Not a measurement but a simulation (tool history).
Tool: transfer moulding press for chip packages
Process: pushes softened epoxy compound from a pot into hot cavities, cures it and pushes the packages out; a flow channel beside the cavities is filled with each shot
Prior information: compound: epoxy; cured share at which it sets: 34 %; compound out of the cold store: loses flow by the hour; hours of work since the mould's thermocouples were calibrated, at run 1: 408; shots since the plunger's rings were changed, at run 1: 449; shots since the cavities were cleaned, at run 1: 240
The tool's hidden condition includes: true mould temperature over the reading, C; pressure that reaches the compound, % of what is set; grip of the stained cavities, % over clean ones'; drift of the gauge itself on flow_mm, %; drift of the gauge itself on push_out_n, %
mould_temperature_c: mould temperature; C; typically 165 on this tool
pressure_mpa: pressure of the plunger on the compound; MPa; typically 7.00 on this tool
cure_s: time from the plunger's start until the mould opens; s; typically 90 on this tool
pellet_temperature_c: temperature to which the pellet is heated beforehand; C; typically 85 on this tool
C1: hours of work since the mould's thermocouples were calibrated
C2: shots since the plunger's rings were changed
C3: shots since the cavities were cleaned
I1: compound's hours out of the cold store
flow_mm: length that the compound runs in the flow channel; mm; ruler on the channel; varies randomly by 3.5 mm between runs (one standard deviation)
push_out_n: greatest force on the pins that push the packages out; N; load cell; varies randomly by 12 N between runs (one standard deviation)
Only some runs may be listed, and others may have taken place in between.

Run 1, day 0.000: usual settings; C1 408; C2 449; C3 240; I1 37.8. Result: flow_mm 506 mm, push_out_n 821 N.
Run 2, day 0.712: usual settings but mould_temperature_c 164 C; C1 416; C2 590; C3 381; I1 25.5. Result: flow_mm 540 mm, push_out_n 976 N.
At day 1.000: cavities cleaned with cleaning compound and waxed.
Run 3, day 1.392: usual settings but mould_temperature_c 164 C; C1 423; C2 713; C3 78; I1 33.5. Result: flow_mm 511 mm, push_out_n 717 N.
Run 4, day 2.033: usual settings; C1 430; C2 840; C3 205; I1 37.1. Result: flow_mm 509 mm, push_out_n 759 N.
Run 5, day 2.704: usual settings but pellet_temperature_c 80 C; C1 437; C2 973; C3 338; I1 13.1. Result: flow_mm 562 mm, push_out_n 936 N.
At day 3.192: cavities cleaned with cleaning compound and waxed.
Run 6, day 3.208: usual settings but pellet_temperature_c 80 C; C1 442; C2 1060; C3 3; I1 11.6. Result: flow_mm 569 mm, push_out_n 630 N.
Run 7, day 4.046: usual settings but pellet_temperature_c 80 C; C1 451; C2 1226; C3 169; I1 38.4. Result: flow_mm 501 mm, push_out_n 786 N.
Run 8, day 5.017: usual settings; C1 461; C2 1418; C3 361; I1 29.9. Result: flow_mm 516 mm, push_out_n 895 N.
At day 5.404: cavities cleaned with cleaning compound and waxed.
Run 9, day 6.017: usual settings; C1 472; C2 1604; C3 121; I1 32.5. Result: flow_mm 516 mm, push_out_n 725 N.
Run 10, day 6.629: usual settings but cure_s 89 s; C1 478; C2 1726; C3 243; I1 34.7. Result: flow_mm 514 mm, push_out_n 841 N.
Run 11, day 7.479: usual settings but cure_s 89 s; C1 488; C2 1894; C3 411; I1 46.0. Result: flow_mm 488 mm, push_out_n 957 N.
At day 7.596: cavities cleaned with cleaning compound and waxed.
Run 12, day 8.167: usual settings but cure_s 89 s; C1 494; C2 2018; C3 113; I1 9.2. Result: flow_mm 565 mm, push_out_n 824 N.
Run 13, day 8.646: usual settings; C1 500; C2 2113; C3 208; I1 29.4. Result: flow_mm 522 mm, push_out_n 832 N.
Run 14, day 9.496: usual settings but pellet_temperature_c 76 C; C1 509; C2 2281; C3 376; I1 47.6. Result: flow_mm 476 mm, push_out_n 924 N.
At day 9.788: cavities cleaned with cleaning compound and waxed.
Run 15, day 10.196: usual settings but cure_s 73 s, pellet_temperature_c 83 C; C1 516; C2 2408; C3 81; I1 11.3. Result: flow_mm 552 mm, push_out_n 1118 N.
Run 16, day 10.904: usual settings but pressure_mpa 6.58 MPa, pellet_temperature_c 81 C; C1 524; C2 2548; C3 221; I1 36.6. Result: flow_mm 482 mm, push_out_n 797 N.
Run 17, day 11.367: usual settings but mould_temperature_c 168 C, pressure_mpa 5.47 MPa, cure_s 112 s, pellet_temperature_c 91 C; C1 529; C2 2640; C3 313; I1 13.7. Result: flow_mm 476 mm, push_out_n 700 N.
Run 18, day 11.779: usual settings but pressure_mpa 7.36 MPa, cure_s 80 s, pellet_temperature_c 94 C; C1 533; C2 2722; C3 395; I1 41.3. Result: flow_mm 499 mm, push_out_n 1096 N.
At day 12.017: cavities cleaned with cleaning compound and waxed.
Run 19, day 12.471: usual settings but pressure_mpa 7.47 MPa, cure_s 98 s, pellet_temperature_c 80 C; C1 540; C2 2846; C3 90; I1 26.1. Result: flow_mm 534 mm, push_out_n 628 N.
Run 20, day 13.325: usual settings but pressure_mpa 7.47 MPa, cure_s 98 s, pellet_temperature_c 80 C; C1 549; C2 3015; C3 259; I1 23.2. Result: flow_mm 540 mm, push_out_n 749 N.
Run 21, day 13.838: usual settings but mould_temperature_c 160 C, pressure_mpa 7.82 MPa, cure_s 120 s, pellet_temperature_c 88 C; C1 555; C2 3117; C3 361; I1 40.2. Result: flow_mm 527 mm, push_out_n 798 N.
At day 14.225: cavities cleaned with cleaning compound and waxed.
At day 14.592: plunger's sealing rings changed.
Run 22, day 14.700: usual settings but cure_s 100 s; C1 563; C2 22; C3 73; I1 21.6. Result: flow_mm 557 mm, push_out_n 634 N.
Run 23, day 15.542: usual settings but mould_temperature_c 160 C, pressure_mpa 8.23 MPa, cure_s 95 s, pellet_temperature_c 93 C; C1 572; C2 189; C3 240; I1 32.9. Result: flow_mm 588 mm, push_out_n 1068 N.
Run 24, day 16.425: usual settings but mould_temperature_c 163 C, pellet_temperature_c 91 C; C1 581; C2 364; C3 415; I1 12.0. Result: flow_mm 577 mm, push_out_n 1170 N.
At day 16.550: cavities cleaned with cleaning compound and waxed.
Run 25, day 17.412: usual settings but cure_s 76 s; C1 592; C2 547; C3 170; I1 12.5. Result: flow_mm 566 mm, push_out_n 1199 N.
Run 26, day 17.854: usual settings but mould_temperature_c 164 C, pressure_mpa 7.01 MPa, cure_s 108 s, pellet_temperature_c 90 C; C1 596; C2 635; C3 258; I1 45.2. Result: flow_mm 499 mm, push_out_n 715 N.

Alternative continuations, all from the tool just after run 26; predict every row:
Run A, day 18.396: usual settings but mould_temperature_c 162 C, pressure_mpa 7.58 MPa; C1 602; C2 742; C3 365; I1 11.0. Result: flow_mm ?, push_out_n ?.
Run B, day 18.396: usual settings but mould_temperature_c 160 C, pressure_mpa 8.66 MPa, cure_s 108 s, pellet_temperature_c 87 C; C1 602; C2 742; C3 365; I1 9.6. Result: flow_mm ?, push_out_n ?.
Run C, day 18.396: usual settings but mould_temperature_c 164 C, pressure_mpa 6.28 MPa, cure_s 126 s, pellet_temperature_c 90 C; C1 602; C2 742; C3 365; I1 26.5. Result: flow_mm ?, push_out_n ?.

run  flow_mm  push_out_n
  A      607        1218
  B      663         968
  C      507         702
The same runs, with their run-to-run variation unchanged, on a tool lacking any hidden condition would have given:
run  flow_mm  push_out_n
  A      611         734
  B      667         593
  C      510         455
